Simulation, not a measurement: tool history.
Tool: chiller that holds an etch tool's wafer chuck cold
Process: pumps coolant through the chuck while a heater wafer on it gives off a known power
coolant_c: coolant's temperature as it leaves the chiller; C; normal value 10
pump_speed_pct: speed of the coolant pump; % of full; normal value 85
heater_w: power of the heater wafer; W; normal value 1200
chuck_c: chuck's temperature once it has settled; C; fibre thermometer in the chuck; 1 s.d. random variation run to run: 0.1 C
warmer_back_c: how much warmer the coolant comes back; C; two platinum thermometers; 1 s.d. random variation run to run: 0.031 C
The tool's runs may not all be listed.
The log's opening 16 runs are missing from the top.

run	hour	coolant_c	pump_speed_pct	heater_w	hours since the coolant was changed and the channels were flushed	hours since the pump was overhauled	hours since the chiller's thermometer was calibrated	chuck_c	warmer_back_c
17	636.6	10	85	1200	2061	1789	2604	17.8	3.29
18	665	10	85	1200	2089	1817	2633	17.8	3.27
19	712.9	10	85	1200	2137	1865	2681	17.5	3.24
20	758.1	10	70	692	2182	1910	2726	14.9	2.24
21	794.8	6	96	1453	2219	1947	2763	14.7	3.51
22	817.2	6	96	1453	2241	1969	2785	14.9	3.49
23	838.3	5	98	1006	2262	1990	2806	10.8	2.42
24	867.9	3	71	1200	2292	2020	2836	11.7	3.88
25	910.7	0	95	1622	2335	2063	2878	9.6	4.01
26	940.4	2	85	1773	2364	2092	2908	13.6	4.86
27	978.6	11	91	1200	2403	2131	2946	18.3	3.07
28	1005.8	15	60	1017	2430	2158	2974	23	3.85
29	1049.4	11	65	845	2473	2201	3017	17.4	2.97
30	1071.8	9	91	1407	2496	2224	3039	17.7	3.57
31	1104.1	5	68	733	2528	2256	3072	10.3	2.5

Consider 4 possible next runs. They are alternatives, not a sequence: every one starts from the tool as it was left by run 31. What does each give?
A	1151.6	5	77	1776	2575	2304	3119	?	?
B	1151.6	10	99	1200	2575	2304	3119	?	?
C	1151.6	10	64	993	2575	2304	3119	?	?
D	1151.6	5	86	1059	2575	2304	3119	?	?

run	chuck_c	warmer_back_c
A	17.4	5.28
B	17	2.84
C	17.8	3.59
D	11.7	2.9
The same runs, with their run-to-run variation unchanged, on a tool lacking any hidden condition would have given:
run	chuck_c	warmer_back_c
A	17.1	5.12
B	17	2.75
C	17.8	3.48
D	11.7	2.82

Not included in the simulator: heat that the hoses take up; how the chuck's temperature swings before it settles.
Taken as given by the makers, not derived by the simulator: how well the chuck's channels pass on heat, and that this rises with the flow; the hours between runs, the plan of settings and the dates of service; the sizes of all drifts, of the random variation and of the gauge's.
